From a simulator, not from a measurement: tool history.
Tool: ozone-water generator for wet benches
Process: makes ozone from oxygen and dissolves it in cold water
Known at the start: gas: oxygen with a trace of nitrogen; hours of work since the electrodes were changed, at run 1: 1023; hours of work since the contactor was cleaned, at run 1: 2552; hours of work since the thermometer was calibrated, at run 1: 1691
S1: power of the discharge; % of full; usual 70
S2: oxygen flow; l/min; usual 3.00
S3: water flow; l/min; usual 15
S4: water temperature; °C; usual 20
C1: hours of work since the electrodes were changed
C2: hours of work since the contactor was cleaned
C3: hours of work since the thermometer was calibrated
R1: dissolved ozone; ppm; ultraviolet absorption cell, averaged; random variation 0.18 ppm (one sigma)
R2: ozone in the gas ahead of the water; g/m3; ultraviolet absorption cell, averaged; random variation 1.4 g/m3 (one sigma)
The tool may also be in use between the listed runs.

| run | hour | S1 | S2 | S3 | S4 | C1 | C2 | C3 | R1 | R2 |
|---|---|---|---|---|---|---|---|---|---|---|
| 1 | 0.0 | 70 | 3.00 | 15 | 20 | 1023 | 2552 | 1691 | 23.8 | 251.3 |
| 2 | 151.7 | 70 | 3.00 | 15 | 20 | 1136 | 2665 | 1804 | 23.5 | 249.6 |
| 3 | 360.7 | 70 | 3.00 | 15 | 20 | 1292 | 2821 | 1960 | 23.8 | 248.9 |
| 4 | 533.3 | 70 | 3.00 | 15 | 20 | 1421 | 2950 | 2089 | 23.4 | 247.9 |
| 5 | 734.9 | 70 | 3.00 | 15 | 20 | 1572 | 3100 | 2240 | 23.3 | 244.6 |
| 6 | 930.8 | 70 | 3.00 | 15 | 20 | 1718 | 3246 | 2386 | 23.1 | 246.6 |
|  | 1131.2 | water thermometer calibrated |
| 7 | 1147.7 | 70 | 3.00 | 15 | 20 | 1879 | 3408 | 12 | 23.0 | 245.8 |
| 8 | 1347.7 | 70 | 3.00 | 15 | 20 | 2029 | 3557 | 162 | 23.2 | 242.6 |
| 9 | 1465.3 | 70 | 4.88 | 15 | 14 | 2117 | 3645 | 249 | 28.4 | 213.1 |
| 10 | 1582.2 | 70 | 4.88 | 15 | 14 | 2204 | 3732 | 337 | 28.5 | 211.6 |
| 11 | 1709.5 | 70 | 4.88 | 15 | 14 | 2299 | 3827 | 432 | 28.4 | 210.8 |
| 12 | 1868.2 | 71 | 1.66 | 15 | 20 | 2417 | 3946 | 550 | 18.5 | 294.6 |
| 13 | 1966.1 | 91 | 3.00 | 15 | 13 | 2490 | 4019 | 623 | 31.3 | 300.6 |
| 14 | 2103.5 | 91 | 3.00 | 15 | 13 | 2593 | 4122 | 726 | 30.8 | 300.7 |
| 15 | 2281.8 | 91 | 3.00 | 15 | 13 | 2726 | 4255 | 859 | 30.9 | 297.2 |
| 16 | 2466.9 | 91 | 3.00 | 15 | 13 | 2864 | 4393 | 997 | 30.1 | 298.1 |

4 ways to go on from here, each from the tool as it stands after run 16. What would each give?
| A | 2558.5 | 57 | 3.00 | 15 | 20 | 2933 | 4461 | 1066 | ? | ? |
| B | 2558.5 | 41 | 2.50 | 11 | 20 | 2933 | 4461 | 1066 | ? | ? |
| C | 2558.5 | 54 | 1.88 | 17 | 20 | 2933 | 4461 | 1066 | ? | ? |
| D | 2558.5 | 48 | 3.00 | 18 | 23 | 2933 | 4461 | 1066 | ? | ? |

| run | R1 | R2 |
|---|---|---|
| A | 19.0 | 203.6 |
| B | 17.8 | 163.7 |
| C | 13.8 | 225.7 |
| D | 13.5 | 175.7 |
Without the tool's hidden state the same runs would have given:
| run | R1 | R2 |
|---|---|---|
| A | 20.7 | 214.7 |
| B | 19.0 | 169.6 |
| C | 15.1 | 237.4 |
| D | 14.6 | 183.6 |

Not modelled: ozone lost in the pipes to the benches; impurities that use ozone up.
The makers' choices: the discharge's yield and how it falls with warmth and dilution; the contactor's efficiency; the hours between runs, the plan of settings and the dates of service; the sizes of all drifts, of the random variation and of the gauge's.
